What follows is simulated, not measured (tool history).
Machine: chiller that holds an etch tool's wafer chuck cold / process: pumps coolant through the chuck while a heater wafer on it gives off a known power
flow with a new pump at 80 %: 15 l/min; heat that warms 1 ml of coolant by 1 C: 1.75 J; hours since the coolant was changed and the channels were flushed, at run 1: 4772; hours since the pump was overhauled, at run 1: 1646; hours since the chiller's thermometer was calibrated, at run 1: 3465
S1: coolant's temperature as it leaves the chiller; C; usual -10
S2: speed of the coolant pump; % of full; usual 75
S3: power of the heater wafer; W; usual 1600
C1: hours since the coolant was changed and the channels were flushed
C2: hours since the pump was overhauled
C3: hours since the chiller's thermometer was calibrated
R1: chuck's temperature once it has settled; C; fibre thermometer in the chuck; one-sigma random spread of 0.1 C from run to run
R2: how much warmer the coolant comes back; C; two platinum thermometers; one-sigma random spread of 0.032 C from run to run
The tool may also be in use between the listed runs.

Run 1, hour 0: usual settings; C1 4772; C2 1646; C3 3465. Result: R1 6.6 C, R2 3.93 C.
Run 2, hour 21.3: usual settings; C1 4794; C2 1667; C3 3486. Result: R1 6.7 C, R2 3.91 C.
Run 3, hour 45.8: usual settings but S1 -1 C; C1 4818; C2 1692; C3 3511. Result: R1 15.5 C, R2 3.89 C.
Run 4, hour 65: usual settings but S1 -1 C; C1 4837; C2 1711; C3 3530. Result: R1 15.6 C, R2 3.83 C.
Run 5, hour 87.9: usual settings but S2 64 % of full; C1 4860; C2 1734; C3 3553. Result: R1 8.7 C, R2 4.48 C.
Run 6, hour 119.7: usual settings but S3 1615 W; C1 4892; C2 1766; C3 3585. Result: R1 7 C, R2 3.98 C.
Run 7, hour 147.1: usual settings but S3 2076 W; C1 4919; C2 1793; C3 3612. Result: R1 11.4 C, R2 5.04 C.
Run 8, hour 168.3: usual settings but S3 2156 W; C1 4941; C2 1814; C3 3633. Result: R1 12.3 C, R2 5.21 C.
Run 9, hour 207.7: usual settings but S1 -14 C; C1 4980; C2 1854; C3 3673. Result: R1 2.6 C, R2 3.92 C.
Run 10, hour 229.5: usual settings but S1 -14 C; C1 5002; C2 1875; C3 3694. Result: R1 2.8 C, R2 3.89 C.
Run 11, hour 261.3: usual settings but S1 -14 C; C1 5034; C2 1907; C3 3726. Result: R1 2.6 C, R2 3.87 C.
Run 12, hour 300.1: usual settings but S1 -6 C, S2 99 % of full, S3 2373 W; C1 5072; C2 1946; C3 3765. Result: R1 14.1 C, R2 4.43 C.
Run 13, hour 333.9: usual settings but S1 -4 C, S2 99 % of full; C1 5106; C2 1980; C3 3799. Result: R1 9.5 C, R2 3.08 C.
Run 14, hour 372.5: usual settings but S1 -4 C, S2 99 % of full; C1 5145; C2 2018; C3 3837. Result: R1 9.5 C, R2 3.02 C.
Run 15, hour 412.1: usual settings but S1 -15 C, S2 99 % of full; C1 5184; C2 2058; C3 3877. Result: R1 -1.5 C, R2 2.95 C.
Run 16, hour 437.3: usual settings but S2 96 % of full, S3 1182 W; C1 5210; C2 2083; C3 3902. Result: R1 0.2 C, R2 2.24 C.
Run 17, hour 477.7: usual settings but S2 88 % of full; C1 5250; C2 2124; C3 3943. Result: R1 4.8 C, R2 3.32 C.
Run 18, hour 495.5: usual settings but S2 88 % of full; C1 5268; C2 2141; C3 3960. Result: R1 4.7 C, R2 3.36 C.
Run 19, hour 518.5: usual settings but S2 82 % of full, S3 1827 W; C1 5291; C2 2164; C3 3983. Result: R1 7.9 C, R2 4.07 C.
Run 20, hour 548.3: usual settings but S2 82 % of full, S3 1827 W; C1 5321; C2 2194; C3 4013. Result: R1 7.8 C, R2 4.12 C.
Run 21, hour 590.2: usual settings but S1 -6 C, S2 71 % of full; C1 5363; C2 2236; C3 4055. Result: R1 11.3 C, R2 4.1 C.
Run 22, hour 611.3: usual settings but S1 -16 C, S2 80 % of full; C1 5384; C2 2257; C3 4076. Result: R1 -0.2 C, R2 3.71 C.

Each row is a separate what-if for the run after 22, all from the same tool condition, not one after another. Results?
Run A, hour 635.3: usual settings but S1 -7 C, S2 80 % of full; C1 5408; C2 2281; C3 4100. Result: R1 ?, R2 ?.
Run B, hour 635.3: usual settings but S1 -2 C, S2 74 % of full, S3 918 W; C1 5408; C2 2281; C3 4100. Result: R1 ?, R2 ?.
Run C, hour 635.3: usual settings but S1 -17 C, S2 80 % of full; C1 5408; C2 2281; C3 4100. Result: R1 ?, R2 ?.
Run D, hour 635.3: usual settings but S1 -8 C, S3 1814 W; C1 5408; C2 2281; C3 4100. Result: R1 ?, R2 ?.
Run E, hour 635.3: usual settings but S3 910 W; C1 5408; C2 2281; C3 4100. Result: R1 ?, R2 ?.

run    R1    R2
  A   8.7  3.67
  B   7.7  2.29
  C    -1  3.66
  D  10.8  4.44
  E  -0.7  2.19
What these runs would have given with no unlogged condition in the tool:
run    R1    R2
  A   8.7  3.66
  B   7.7  2.29
  C    -1  3.66
  D  10.8  4.43
  E  -0.7  2.19
